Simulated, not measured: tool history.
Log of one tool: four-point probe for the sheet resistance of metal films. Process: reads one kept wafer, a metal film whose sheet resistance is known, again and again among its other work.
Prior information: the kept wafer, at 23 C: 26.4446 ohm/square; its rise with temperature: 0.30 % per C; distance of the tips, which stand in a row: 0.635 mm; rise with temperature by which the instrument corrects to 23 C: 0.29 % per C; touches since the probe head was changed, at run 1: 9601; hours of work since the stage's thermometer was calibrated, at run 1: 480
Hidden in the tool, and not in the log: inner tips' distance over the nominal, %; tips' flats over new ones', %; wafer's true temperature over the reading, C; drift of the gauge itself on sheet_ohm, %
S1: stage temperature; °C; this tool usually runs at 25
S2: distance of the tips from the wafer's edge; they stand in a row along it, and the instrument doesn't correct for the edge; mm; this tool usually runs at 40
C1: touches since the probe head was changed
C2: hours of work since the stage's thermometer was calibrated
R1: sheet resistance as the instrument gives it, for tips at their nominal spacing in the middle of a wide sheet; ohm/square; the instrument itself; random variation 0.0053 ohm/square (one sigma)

| run | hour | S1 | S2 | C1 | C2 | R1 |
|---|---|---|---|---|---|---|
| 1 | 0 | 25 | 40 | 9601 | 480 | 26.47403 |
| 2 | 22.8 | 25 | 40 | 10766 | 493 | 26.480054 |
| 3 | 47 | 25 | 43 | 11996 | 507 | 26.481498 |
| 4 | 81.9 | 25 | 43 | 13781 | 527 | 26.470395 |
| 5 | 108.9 | 25 | 64 | 15154 | 543 | 26.469385 |
| 6 | 132.3 | 25 | 64 | 16348 | 556 | 26.460395 |
| 7 | 156 | 25 | 64 | 17561 | 570 | 26.459531 |
| 8 | 179.3 | 25 | 64 | 18746 | 584 | 26.456034 |
| 9 | 197.3 | 26 | 40 | 19667 | 594 | 26.471459 |
|  | 200.5 | stage's thermometer calibrated |
| 10 | 222.4 | 26 | 40 | 20923 | 13 | 26.459484 |
| 11 | 254.7 | 26 | 40 | 22571 | 32 | 26.45737 |
| 12 | 272.4 | 26 | 40 | 23469 | 42 | 26.462114 |
| 13 | 307.5 | 33 | 7 | 25263 | 62 | 26.582081 |
| 14 | 325.2 | 26 | 15 | 26163 | 72 | 26.470256 |
| 15 | 345 | 26 | 15 | 27176 | 84 | 26.472366 |
| 16 | 359.5 | 26 | 5 | 27916 | 92 | 26.676572 |
|  | 364.5 | stage's thermometer calibrated, once more |
| 17 | 395 | 22 | 4 | 29700 | 18 | 26.791732 |
| 18 | 419.2 | 20 | 6 | 30935 | 32 | 26.598223 |
| 19 | 441.8 | 25 | 14 | 32088 | 45 | 26.478526 |
| 20 | 470.6 | 25 | 14 | 33559 | 62 | 26.484956 |
| 21 | 506 | 19 | 40 | 35361 | 82 | 26.433209 |
| 22 | 534.7 | 19 | 40 | 36829 | 99 | 26.437244 |
| 23 | 566.6 | 19 | 40 | 38453 | 117 | 26.424843 |

The same runs without the tool's hidden state, with the same run-to-run variation:
| run | R1 |
|---|---|
| 1 | 26.449839 |
| 2 | 26.457795 |
| 3 | 26.461417 |
| 4 | 26.453451 |
| 5 | 26.454783 |
| 6 | 26.448074 |
| 7 | 26.449203 |
| 8 | 26.447795 |
| 9 | 26.464777 |
| 10 | 26.45651 |
| 11 | 26.457314 |
| 12 | 26.463753 |
| 13 | 26.586519 |
| 14 | 26.476528 |
| 15 | 26.480313 |
| 16 | 26.685977 |
| 17 | 26.786009 |
| 18 | 26.594705 |
| 19 | 26.477109 |
| 20 | 26.48615 |
| 21 | 26.437673 |
| 22 | 26.444293 |
| 23 | 26.434887 |
